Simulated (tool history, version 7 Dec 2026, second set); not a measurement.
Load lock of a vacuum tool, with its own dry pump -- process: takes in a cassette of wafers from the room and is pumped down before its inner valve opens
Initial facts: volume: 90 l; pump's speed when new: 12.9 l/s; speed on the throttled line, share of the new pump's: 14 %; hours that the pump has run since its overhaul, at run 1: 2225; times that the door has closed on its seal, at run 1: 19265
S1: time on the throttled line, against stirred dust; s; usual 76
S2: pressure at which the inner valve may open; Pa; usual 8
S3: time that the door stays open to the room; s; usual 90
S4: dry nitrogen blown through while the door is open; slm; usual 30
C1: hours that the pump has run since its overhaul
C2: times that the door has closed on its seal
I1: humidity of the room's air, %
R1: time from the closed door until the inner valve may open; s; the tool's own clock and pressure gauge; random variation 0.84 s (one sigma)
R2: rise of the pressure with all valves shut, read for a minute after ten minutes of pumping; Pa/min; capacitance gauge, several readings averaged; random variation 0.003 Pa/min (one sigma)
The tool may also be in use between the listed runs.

{"run": 1, "hour": 0.0, "S1": 76, "S2": 8, "S3": 90, "S4": 30, "C1": 2225, "C2": 19265, "I1": 49.2, "R1": 132.6, "R2": 0.065}
{"run": 2, "hour": 505.8, "S1": 76, "S2": 8, "S3": 100, "S4": 30, "C1": 2731, "C2": 21379, "I1": 42.9, "R1": 132.4, "R2": 0.071}
{"run": 3, "hour": 843.9, "S1": 76, "S2": 8, "S3": 100, "S4": 30, "C1": 3069, "C2": 22792, "I1": 44.6, "R1": 132.1, "R2": 0.074}
{"run": 4, "hour": 1318.4, "S1": 76, "S2": 8, "S3": 100, "S4": 30, "C1": 3543, "C2": 24776, "I1": 43.2, "R1": 132.6, "R2": 0.075}
{"run": 5, "hour": 1587.0, "S1": 76, "S2": 8, "S3": 100, "S4": 30, "C1": 3812, "C2": 25898, "I1": 43.5, "R1": 133.2, "R2": 0.077}
{"run": 6, "hour": 1938.5, "S1": 76, "S2": 8, "S3": 100, "S4": 30, "C1": 4163, "C2": 27368, "I1": 45.7, "R1": 132.8, "R2": 0.084}
{"run": 7, "hour": 2382.4, "S1": 76, "S2": 8, "S3": 100, "S4": 30, "C1": 4607, "C2": 29223, "I1": 49.8, "R1": 133.4, "R2": 0.085}
{"run": 8, "hour": 2635.1, "S1": 76, "S2": 8, "S3": 100, "S4": 30, "C1": 4860, "C2": 30279, "I1": 45.7, "R1": 132.9, "R2": 0.09}
{"run": 9, "hour": 2951.1, "S1": 76, "S2": 8, "S3": 100, "S4": 30, "C1": 5176, "C2": 31600, "I1": 45.3, "R1": 132.6, "R2": 0.1}
{"run": 10, "hour": 3231.5, "S1": 76, "S2": 8, "S3": 100, "S4": 30, "C1": 5456, "C2": 32772, "I1": 40.4, "R1": 133.3, "R2": 0.095}
{"run": 11, "hour": 3727.4, "S1": 76, "S2": 8, "S3": 65, "S4": 5, "C1": 5952, "C2": 34844, "I1": 45.5, "R1": 132.5, "R2": 0.113}
{"run": 12, "hour": 4181.4, "S1": 76, "S2": 8, "S3": 65, "S4": 5, "C1": 6406, "C2": 36742, "I1": 46.5, "R1": 133.6, "R2": 0.125}
{"run": 13, "hour": 4443.9, "S1": 42, "S2": 15, "S3": 90, "S4": 30, "C1": 6669, "C2": 37839, "I1": 45, "R1": 100.1, "R2": 0.122}
{"run": 14, "hour": 5009.4, "S1": 42, "S2": 15, "S3": 90, "S4": 30, "C1": 7234, "C2": 40202, "I1": 43.6, "R1": 99.9, "R2": 0.127}
{"run": 15, "hour": 5354.8, "S1": 60, "S2": 14, "S3": 60, "S4": 33, "C1": 7580, "C2": 41646, "I1": 44.1, "R1": 115.8, "R2": 0.129}

Hidden state or all else? Some run-to-run changes of R1, split into what the settings, what came in and random variation would give without the hidden state, and what is left for the hidden state (with any gauge scatter that isn't in both results):
The tool's hidden condition here consists of: pump's speed, % of a new pump's; leak at the door's seal, Pa l/s; drift of the gauge itself on ready_s, %; drift of the gauge itself on rise_pa_min, %.
Run 3 -> 4: no setting touched and nothing written in the log between the runs. R1 +0.5 s: hidden state +0.2, all else +0.3.
Run 12 -> 13: S1 76 -> 42, S2 8 -> 15, S3 65 -> 90, S4 5 -> 30. R1 -33.5 s: hidden state -0.1, all else -33.4.
